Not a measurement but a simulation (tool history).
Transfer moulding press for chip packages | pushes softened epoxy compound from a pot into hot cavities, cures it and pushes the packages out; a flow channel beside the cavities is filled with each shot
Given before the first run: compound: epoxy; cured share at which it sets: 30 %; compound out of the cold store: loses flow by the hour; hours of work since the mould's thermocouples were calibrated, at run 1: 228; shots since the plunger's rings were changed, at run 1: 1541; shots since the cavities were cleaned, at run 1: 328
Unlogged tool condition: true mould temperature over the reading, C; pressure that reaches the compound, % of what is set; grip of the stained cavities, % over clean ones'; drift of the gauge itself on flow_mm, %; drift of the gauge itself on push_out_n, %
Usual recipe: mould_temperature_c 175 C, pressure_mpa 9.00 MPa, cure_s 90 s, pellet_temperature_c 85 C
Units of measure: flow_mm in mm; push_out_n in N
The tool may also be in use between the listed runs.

run,hour,mould_temperature_c,pressure_mpa,cure_s,pellet_temperature_c,hours of work since the mould's thermocouples were calibrated,shots since the plunger's rings were changed,shots since the cavities were cleaned,incoming compound's hours out of the cold store,flow_mm,push_out_n
1,0.0,175,9.00,90,85,228,1541,328,29.4,595,395
# hour 15.6: cavities cleaned with cleaning compound and waxed
2,27.0,175,6.88,90,85,247,1931,173,27.3,523,321
3,48.2,175,9.00,75,85,263,2257,499,43.9,539,590
# hour 52.4: cavities cleaned with cleaning compound and waxed
# hour 72.3: plunger's sealing rings changed
4,81.2,175,9.00,75,85,284,136,402,11.2,676,676
# hour 91.7: cavities cleaned with cleaning compound and waxed
5,120.0,175,9.00,75,85,312,708,434,11.9,670,680
# hour 130.6: cavities cleaned with cleaning compound and waxed
6,153.4,175,9.00,75,85,336,1197,349,17.2,640,577
# hour 169.0: cavities cleaned with cleaning compound and waxed
7,186.6,175,9.00,75,85,360,1682,269,46.2,537,529
# hour 207.1: cavities cleaned with cleaning compound and waxed
8,219.5,175,9.00,75,85,384,2163,190,17.8,625,508
# hour 224.3: mould's thermocouples calibrated
9,243.7,175,9.00,90,85,15,2504,531,44.8,532,432
# hour 249.0: plunger's sealing rings changed
# hour 250.5: cavities cleaned with cleaning compound and waxed
10,284.9,175,9.00,90,85,42,526,526,28.5,609,427
# hour 289.3: cavities cleaned with cleaning compound and waxed
11,317.0,175,9.00,90,85,65,996,425,45.0,550,397
# hour 327.9: cavities cleaned with cleaning compound and waxed
12,345.5,175,9.00,90,85,86,1409,269,8.9,673,389
# hour 365.7: cavities cleaned with cleaning compound and waxed
13,375.6,175,9.00,84,91,107,1847,151,10.6,658,374
# hour 403.9: cavities cleaned with cleaning compound and waxed
14,408.7,178,9.00,90,75,131,2331,73,41.8,539,240
# hour 421.2: mould's thermocouples calibrated, once more
# hour 426.1: plunger's sealing rings changed
15,442.6,176,9.35,124,81,14,253,524,34.7,603,341
# hour 446.7: cavities cleaned with cleaning compound and waxed
# hour 484.8: cavities cleaned with cleaning compound and waxed
16,484.8,174,9.57,90,91,44,853,0,35.3,600,234
17,514.4,174,9.57,90,91,66,1307,454,27.5,625,426
# hour 522.9: cavities cleaned with cleaning compound and waxed
18,538.3,174,9.57,90,91,83,1650,236,26.1,627,381
# hour 561.5: cavities cleaned with cleaning compound and waxed
19,577.6,176,9.00,90,86,111,2229,247,42.0,545,350
20,596.6,179,9.00,90,86,125,2519,537,15.5,622,383
# hour 601.5: plunger's sealing rings changed
# hour 603.0: cavities cleaned with cleaning compound and waxed
21,635.1,179,9.00,90,86,151,492,492,46.8,545,359
# hour 641.5: cavities cleaned with cleaning compound and waxed
22,662.1,179,9.00,90,86,170,882,315,28.2,600,337
# hour 679.0: cavities cleaned with cleaning compound and waxed
23,680.1,175,9.00,89,85,183,1136,17,30.2,598,231

Branching from run 23: 5 alternative next runs. What would each branch give?
A,698.3,175,9.00,95,90,197,1414,295,45.9,?,?
B,698.3,183,9.00,90,80,197,1414,295,28.5,?,?
C,698.3,175,9.00,73,85,197,1414,295,26.3,?,?
D,698.3,175,10.93,104,81,197,1414,295,35.8,?,?
E,698.3,174,7.69,79,85,197,1414,295,39.3,?,?

run,flow_mm,push_out_n
A,545,333
B,580,307
C,612,605
D,635,318
E,523,511
With no hidden state in the tool, these same runs would have given:
run,flow_mm,push_out_n
A,560,190
B,596,173
C,628,346
D,653,180
E,537,290

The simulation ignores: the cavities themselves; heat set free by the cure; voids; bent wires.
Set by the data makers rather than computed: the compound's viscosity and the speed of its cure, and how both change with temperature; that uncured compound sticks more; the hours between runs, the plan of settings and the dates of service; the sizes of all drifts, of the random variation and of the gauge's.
